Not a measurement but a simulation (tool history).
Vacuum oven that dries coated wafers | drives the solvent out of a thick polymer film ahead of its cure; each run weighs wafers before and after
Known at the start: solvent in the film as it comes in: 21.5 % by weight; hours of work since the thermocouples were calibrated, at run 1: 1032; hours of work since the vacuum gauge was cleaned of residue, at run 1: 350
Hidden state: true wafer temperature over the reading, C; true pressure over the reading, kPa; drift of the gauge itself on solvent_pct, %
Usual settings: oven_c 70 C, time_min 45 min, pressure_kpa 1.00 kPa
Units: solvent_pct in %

run   hour  oven_c  time_min  pressure_kpa  hours of work since the thermocouples were calibrated  hours of work since the vacuum gauge was cleaned of residue  solvent_pct
  1    0.0      70        45          1.00                                                   1032                                                          350         1.58
       5.2  -- oven's thermocouples calibrated
  2   18.3      70        45          1.00                                                      8                                                          360         1.91
  3   29.3      70        45          1.00                                                     15                                                          367         1.92
  4   37.3      70        45          1.00                                                     20                                                          372         1.93
  5   53.4      70        45          1.00                                                     30                                                          382         1.89
  6   68.6      70        45          3.91                                                     40                                                          391         3.70
  7   85.9      70        45          1.00                                                     50                                                          402         1.87
  8   98.5      58        36          3.15                                                     58                                                          410         8.21
  9  107.8      76        28          2.67                                                     64                                                          416         3.17
 10  119.2      76        28          2.67                                                     71                                                          423         3.14
 11  130.8      76        28          2.67                                                     78                                                          430         3.14
 12  147.5      76        28          2.67                                                     89                                                          441         3.20

Forecast run 13:
 13  155.2      75        39          0.77                                                     94                                                          445            ?

Run 13 gave solvent_pct 1.41 %.
Without the tool's hidden state the same run would have given solvent_pct 1.30 %.

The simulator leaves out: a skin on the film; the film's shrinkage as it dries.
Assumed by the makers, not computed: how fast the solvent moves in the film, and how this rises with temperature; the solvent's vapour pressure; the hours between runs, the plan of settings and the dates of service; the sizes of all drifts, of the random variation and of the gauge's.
